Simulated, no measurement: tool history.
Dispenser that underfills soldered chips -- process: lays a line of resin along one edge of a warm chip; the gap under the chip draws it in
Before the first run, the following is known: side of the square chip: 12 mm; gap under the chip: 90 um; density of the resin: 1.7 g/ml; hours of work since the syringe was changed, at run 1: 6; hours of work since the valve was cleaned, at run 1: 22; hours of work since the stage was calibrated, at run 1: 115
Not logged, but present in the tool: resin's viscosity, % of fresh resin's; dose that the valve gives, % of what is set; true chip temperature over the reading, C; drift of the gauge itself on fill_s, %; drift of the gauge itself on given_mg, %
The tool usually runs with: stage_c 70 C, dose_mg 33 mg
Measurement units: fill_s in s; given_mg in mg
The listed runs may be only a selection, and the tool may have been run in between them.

run    day  stage_c  dose_mg  hours of work since the syringe was changed  hours of work since the valve was cleaned  hours of work since the stage was calibrated  fill_s  given_mg
  1      0       70       33                                            6                                         22                                           115   170.1      32.5
     0.112  -- new syringe of resin
  2  0.238       57       33                                            2                                         27                                           119   225.8     32.48
  3  0.462       57       33                                            6                                         31                                           123   310.7     32.52
     0.533  -- new syringe of resin
  4  0.633       70       33                                            2                                         34                                           126     127      32.4
  5  0.825       70       33                                            5                                         37                                           129   164.4     32.28
     0.962  -- new syringe of resin
     1.083  -- dispensing valve cleaned and set on the balance
  6  1.133       70     41.2                                            2                                          1                                           134   131.2     41.18
  7  1.329       56       33                                            6                                          5                                           138   309.5     32.83
     1.429  -- new syringe of resin
  8  1.496       56       33                                            1                                          7                                           141   213.9     32.84
  9  1.729       70     38.2                                            5                                         12                                           145   163.8     37.98
     1.854  -- new syringe of resin
 10  1.896       70     38.2                                            1                                         14                                           148   113.4      37.9
 11  2.112       70     38.2                                            5                                         18                                           152   154.9     37.86
 12  2.238       61       33                                            7                                         21                                           154   267.3     32.81
     2.271  -- new syringe of resin
 13  2.421       61       33                                            3                                         24                                           157   197.1     32.61
 14  2.654       63       33                                            7                                         28                                           161   252.4     32.47
     2.704  -- new syringe of resin
 15  2.792       80       33                                            2                                         30                                           164    88.1     32.53
 16  2.992       80       33                                            5                                         34                                           167     112      32.5
     3.133  -- new syringe of resin
 17  3.188       80       33                                            1                                         37                                           171    79.2     32.45
 18    3.3       70     28.1                                            3                                         39                                           173   147.8     27.58
       3.4  -- dispensing valve cleaned and set on the balance
 19  3.492       70     28.1                                            6                                          2                                           175   175.9     27.97
     3.588  -- new syringe of resin
 20  3.708       58     28.2                                            2                                          5                                           179   230.1     28.06
 21  3.846       70     31.5                                            5                                          8                                           182   160.8      31.1
     4.012  -- new syringe of resin
 22  4.046       70     31.5                                            1                                         11                                           185   116.9     31.31
 23  4.254       70     31.5                                            4                                         15                                           189   155.7     31.21
 24  4.379       64       32                                            7                                         17                                           191   234.1     31.55
     4.438  -- new syringe of resin
 25  4.617       65     33.7                                            3                                         22                                           195     173     33.38
 26  4.762       85     28.5                                            6                                         24                                           198   102.9     27.98
      4.85  -- new syringe of resin
 27  4.983       85     28.5                                            2                                         28                                           202    78.9     28.11
 28  5.117       82       39                                            5                                         31                                           204    98.7     38.34
     5.267  -- new syringe of resin
 29  5.379       82       39                                            2                                         35                                           209    82.6      38.2
 30  5.612       82       39                                            6                                         39                                           213   114.2     38.21
     5.692  -- new syringe of resin
     5.733  -- dispensing valve cleaned and set on the balance
 31  5.912       58     39.9                                            3                                          3                                           218   227.4     39.77
     6.158  -- new syringe of resin
 32  6.171       71     37.4                                            0                                          8                                           222   107.4     37.26
 33   6.35       71     37.4                                            4                                         11                                           225   137.4     37.21
 34  6.479       71       41                                            6                                         13                                           228   161.8     40.81

Results per run with the tool's hidden condition removed, run-to-run variation unchanged:
run  fill_s  given_mg
  1     107     32.87
  2   186.4     32.91
  3   187.8     33.01
  4   109.3     32.94
  5   108.3     32.87
  6   106.6     41.19
  7   191.4     32.89
  8   191.8     32.94
  9   106.5     38.17
 10     106     38.14
 11   107.1     38.17
 12   154.6     33.12
 13     156     32.96
 14   144.8      32.9
 15    75.4     32.99
 16    72.6     33.02
 17    72.1     33.02
 18   114.8      28.1
 19   111.6     28.09
 20   187.1     28.24
 21   108.5     31.34
 22   109.7      31.6
 23   109.2     31.55
 24   138.3     31.93
 25   130.7     33.85
 26    63.5     28.41
 27    64.2     28.59
 28    66.9     39.04
 29    68.3     38.98
 30    68.2     39.08
 31   172.4     39.81
 32   102.7     37.37
 33   102.5     37.38
 34   100.7     41.05
